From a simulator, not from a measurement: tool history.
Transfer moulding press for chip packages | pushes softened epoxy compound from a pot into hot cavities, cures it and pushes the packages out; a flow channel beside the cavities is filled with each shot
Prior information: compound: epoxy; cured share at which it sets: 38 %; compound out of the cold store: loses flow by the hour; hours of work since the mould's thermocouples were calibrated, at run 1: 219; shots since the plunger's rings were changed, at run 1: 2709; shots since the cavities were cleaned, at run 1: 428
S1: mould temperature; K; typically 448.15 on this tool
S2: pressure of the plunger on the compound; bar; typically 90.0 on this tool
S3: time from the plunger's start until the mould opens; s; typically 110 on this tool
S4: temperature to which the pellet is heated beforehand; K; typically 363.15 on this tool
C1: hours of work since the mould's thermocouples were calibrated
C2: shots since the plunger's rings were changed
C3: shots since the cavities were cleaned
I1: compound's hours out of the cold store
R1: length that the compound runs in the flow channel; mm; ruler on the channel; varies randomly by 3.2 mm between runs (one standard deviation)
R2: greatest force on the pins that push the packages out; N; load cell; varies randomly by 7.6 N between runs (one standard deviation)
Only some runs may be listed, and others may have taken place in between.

run	hour	S1	S2	S3	S4	C1	C2	C3	I1	R1	R2
1	0.0	448.15	90.0	110	363.15	219	2709	428	45.0	642	550
2	26.8	448.15	90.0	110	363.15	231	2902	621	13.2	768	641
# hour 32.7: cavities cleaned with cleaning compound and waxed
3	50.6	448.15	90.0	110	363.15	242	3063	129	9.8	774	465
4	85.3	448.15	90.0	110	363.15	258	3314	380	11.0	770	598
5	112.8	448.15	90.0	110	363.15	271	3512	578	11.8	756	623
# hour 117.5: mould's thermocouples calibrated
# hour 126.9: cavities cleaned with cleaning compound and waxed
# hour 139.5: plunger's sealing rings changed
6	156.0	448.15	90.0	110	363.15	16	119	192	29.3	727	511
7	184.6	448.15	90.0	110	363.15	29	325	398	29.7	719	585
8	211.8	448.15	90.0	110	363.15	42	521	594	19.0	760	635
# hour 223.3: cavities cleaned with cleaning compound and waxed
9	235.5	451.15	90.0	112	370.15	52	682	89	46.8	644	360
# hour 270.2: mould's thermocouples calibrated, once more
10	276.2	451.15	90.0	112	370.15	3	960	367	15.5	767	489
11	313.8	448.15	90.0	110	357.15	20	1231	638	36.2	686	582
# hour 317.1: cavities cleaned with cleaning compound and waxed
12	337.1	449.15	90.5	110	357.15	30	1389	144	8.0	801	458

3 options for the next run, each taken on its own from the tool as it stands now. Forecast them:
A	374.1	449.15	90.3	98	361.15	48	1656	411	21.3	?	?
B	374.1	444.15	90.0	100	353.15	48	1656	411	21.0	?	?
C	374.1	448.15	90.0	134	363.15	48	1656	411	47.6	?	?

run	R1	R2
A	735	633
B	759	876
C	642	471
Had the tool no hidden state, the same runs would have come out as:
run	R1	R2
A	752	382
B	775	520
C	656	282
